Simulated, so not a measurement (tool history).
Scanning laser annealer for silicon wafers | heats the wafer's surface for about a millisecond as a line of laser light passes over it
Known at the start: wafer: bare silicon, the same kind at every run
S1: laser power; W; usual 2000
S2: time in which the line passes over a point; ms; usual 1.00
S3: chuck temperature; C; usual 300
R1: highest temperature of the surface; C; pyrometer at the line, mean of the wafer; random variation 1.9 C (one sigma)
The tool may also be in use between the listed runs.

run 1 day=0.000 | S1=2000 S2=1.00 S3=300 | R1=1100
run 2 day=1.346 | S1=2000 S2=1.00 S3=300 | R1=1096
run 3 day=2.771 | S1=2000 S2=1.00 S3=300 | R1=1098
run 4 day=4.233 | S1=2000 S2=1.00 S3=300 | R1=1091
run 5 day=5.867 | S1=2000 S2=1.00 S3=300 | R1=1086
run 6 day=6.829 | S1=2000 S2=1.00 S3=300 | R1=1081
run 7 day=8.242 | S1=2000 S2=1.00 S3=300 | R1=1084
run 8 day=9.346 | S1=2000 S2=1.00 S3=300 | R1=1074
run 9 day=10.567 | S1=2000 S2=1.00 S3=300 | R1=1074
-- day=11.279 window over the wafer cleaned
run 10 day=12.229 | S1=2000 S2=1.00 S3=300 | R1=1111
run 11 day=13.150 | S1=2171 S2=1.00 S3=300 | R1=1203
run 12 day=14.012 | S1=2000 S2=1.12 S3=300 | R1=1160
run 13 day=15.200 | S1=2000 S2=1.12 S3=300 | R1=1157
-- day=15.450 laser's power meter calibrated
run 14 day=16.112 | S1=2000 S2=1.12 S3=300 | R1=1158
run 15 day=17.225 | S1=1977 S2=0.79 S3=333 | R1=1017
run 16 day=18.129 | S1=2000 S2=1.00 S3=264 | R1=1062
-- day=19.396 laser's power meter calibrated, once more
run 17 day=19.529 | S1=2000 S2=1.00 S3=264 | R1=1068
run 18 day=20.646 | S1=2000 S2=1.00 S3=264 | R1=1064
run 19 day=21.575 | S1=2179 S2=1.00 S3=324 | R1=1222
run 20 day=22.971 | S1=2000 S2=1.00 S3=264 | R1=1059
run 21 day=23.662 | S1=1868 S2=1.01 S3=264 | R1=995
run 22 day=25.071 | S1=1849 S2=1.00 S3=322 | R1=1035
run 23 day=25.775 | S1=1857 S2=1.00 S3=303 | R1=1016
run 24 day=27.354 | S1=1716 S2=1.23 S3=310 | R1=1029
run 25 day=28.150 | S1=2021 S2=1.23 S3=269 | R1=1166

Forecast each of these 5 alternatives for the next run:
run A day=29.525 | S1=2074 S2=1.00 S3=287 | R1=?
run B day=29.525 | S1=2000 S2=1.18 S3=296 | R1=?
run C day=29.525 | S1=1878 S2=1.16 S3=298 | R1=?
run D day=29.525 | S1=2000 S2=1.13 S3=300 | R1=?
run E day=29.525 | S1=1845 S2=1.00 S3=300 | R1=?

run=A R1=1107
run=B R1=1156
run=C R1=1078
run=D R1=1140
run=E R1=1002
Without the tool's hidden state the same runs would have given:
run=A R1=1160
run=B R1=1211
run=C R1=1128
run=D R1=1194
run=E R1=1047
